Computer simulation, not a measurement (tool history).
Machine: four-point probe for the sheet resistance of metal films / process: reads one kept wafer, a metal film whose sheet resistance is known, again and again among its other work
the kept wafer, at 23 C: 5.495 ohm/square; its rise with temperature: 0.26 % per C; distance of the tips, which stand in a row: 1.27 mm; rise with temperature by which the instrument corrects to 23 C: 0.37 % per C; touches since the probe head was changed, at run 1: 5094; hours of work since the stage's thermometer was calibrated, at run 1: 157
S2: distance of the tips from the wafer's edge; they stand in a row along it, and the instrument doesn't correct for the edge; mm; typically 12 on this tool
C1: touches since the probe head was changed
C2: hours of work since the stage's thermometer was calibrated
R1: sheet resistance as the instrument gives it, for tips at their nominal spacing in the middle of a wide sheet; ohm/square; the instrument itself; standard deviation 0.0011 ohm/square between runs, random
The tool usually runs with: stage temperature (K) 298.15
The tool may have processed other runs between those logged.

Run 1, day 0.000: usual settings; C1 5094; C2 157. Result: R1 5.546349 ohm/square.
Run 2, day 1.488: usual settings; C1 5901; C2 175. Result: R1 5.545084 ohm/square.
Run 3, day 2.833: usual settings; C1 6632; C2 191. Result: R1 5.544596 ohm/square.
Run 4, day 3.992: usual settings; C1 7260; C2 205. Result: R1 5.544439 ohm/square.
Run 5, day 5.121: usual settings; C1 7872; C2 218. Result: R1 5.544335 ohm/square.
Run 6, day 6.250: usual settings but stage temperature (K) 306.15; C1 8484; C2 232. Result: R1 5.496545 ohm/square.
Run 7, day 7.533: usual settings but stage temperature (K) 306.15, S2 7 mm; C1 9181; C2 247. Result: R1 5.559374 ohm/square.
Run 8, day 8.683: usual settings; C1 9806; C2 261. Result: R1 5.544720 ohm/square.
Run 9, day 9.592: usual settings but stage temperature (K) 295.15, S2 30 mm; C1 10297; C2 272. Result: R1 5.534793 ohm/square.
Run 10, day 11.283: usual settings but stage temperature (K) 300.15, S2 9 mm; C1 11215; C2 292. Result: R1 5.557959 ohm/square.
Run 11, day 12.362: usual settings but stage temperature (K) 300.15, S2 9 mm; C1 11799; C2 305. Result: R1 5.556936 ohm/square.
Run 12, day 13.075: usual settings but stage temperature (K) 307.15, S2 4 mm; C1 12187; C2 314. Result: R1 5.738298 ohm/square.
Run 13, day 14.629: usual settings but stage temperature (K) 307.15, S2 4 mm; C1 13030; C2 332. Result: R1 5.734892 ohm/square.
Run 14, day 16.212: usual settings but stage temperature (K) 307.15, S2 4 mm; C1 13889; C2 351. Result: R1 5.736761 ohm/square.
Run 15, day 17.100: usual settings but stage temperature (K) 307.15, S2 56 mm; C1 14370; C2 362. Result: R1 5.457562 ohm/square.

Consider 3 possible next runs. They are alternatives, not a sequence: every one starts from the tool as it was left by run 15. What does each give?
Run A, day 17.942: usual settings but stage temperature (K) 295.15, S2 56 mm; C1 14826; C2 372. Result: R1 ?.
Run B, day 17.942: usual settings but stage temperature (K) 300.15, S2 14 mm; C1 14826; C2 372. Result: R1 ?.
Run C, day 17.942: usual settings but stage temperature (K) 292.15; C1 14826; C2 372. Result: R1 ?.

run        R1
  A  5.527513
  B  5.521860
  C  5.579728
Take away the tool's hidden state, keep each run's random variation, and the runs would have read:
run        R1
  A  5.500999
  B  5.495404
  C  5.552962
